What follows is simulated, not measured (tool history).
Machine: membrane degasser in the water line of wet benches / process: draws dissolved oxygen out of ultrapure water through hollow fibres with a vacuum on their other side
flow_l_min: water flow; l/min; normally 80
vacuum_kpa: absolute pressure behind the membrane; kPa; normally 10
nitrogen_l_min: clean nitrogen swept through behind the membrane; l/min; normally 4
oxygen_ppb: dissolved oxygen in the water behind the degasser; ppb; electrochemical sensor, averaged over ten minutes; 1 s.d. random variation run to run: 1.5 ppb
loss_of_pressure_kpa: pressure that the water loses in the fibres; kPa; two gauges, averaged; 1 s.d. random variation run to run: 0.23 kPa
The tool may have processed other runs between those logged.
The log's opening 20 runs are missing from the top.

run	day	flow_l_min	vacuum_kpa	nitrogen_l_min	oxygen_ppb	loss_of_pressure_kpa
21	75.896	52	21.7	5.22	418.5	38.78
22	81.412	127	10.2	3.45	537.4	94.3
23	85.058	127	21	6.44	756	94.25
24	90.471	93	10.1	3.53	394	69.29
25	95.896	78	14.6	4	482.4	57.73
26	99.504	78	14.6	4	481.7	58.25
27	103.642	53	18.3	4	444.6	39.51
28	108.788	53	18.3	4	445.4	39.4
29	111.967	53	18.3	10.58	183.7	39.23
30	116.862	53	18.3	10.58	182.9	39.22
31	119.167	127	7.1	9.92	154.2	94.28
32	123.179	57	8.9	3.18	230.7	42.57

Predict each of these 4 candidate next runs independently; none follows another, all start after run 32:
A	127.771	114	8.6	3.18	?	?
B	127.771	57	18.2	3.18	?	?
C	127.771	51	9.5	8.45	?	?
D	127.771	80	8.9	3.18	?	?

run	oxygen_ppb	loss_of_pressure_kpa
A	416.7	85.27
B	574.8	42.77
C	94.7	37.64
D	315.2	59.39
Without the tool's unlogged condition, the same runs would have read:
run	oxygen_ppb	loss_of_pressure_kpa
A	402	81.72
B	568.4	41
C	92.1	36.05
D	306.2	56.9
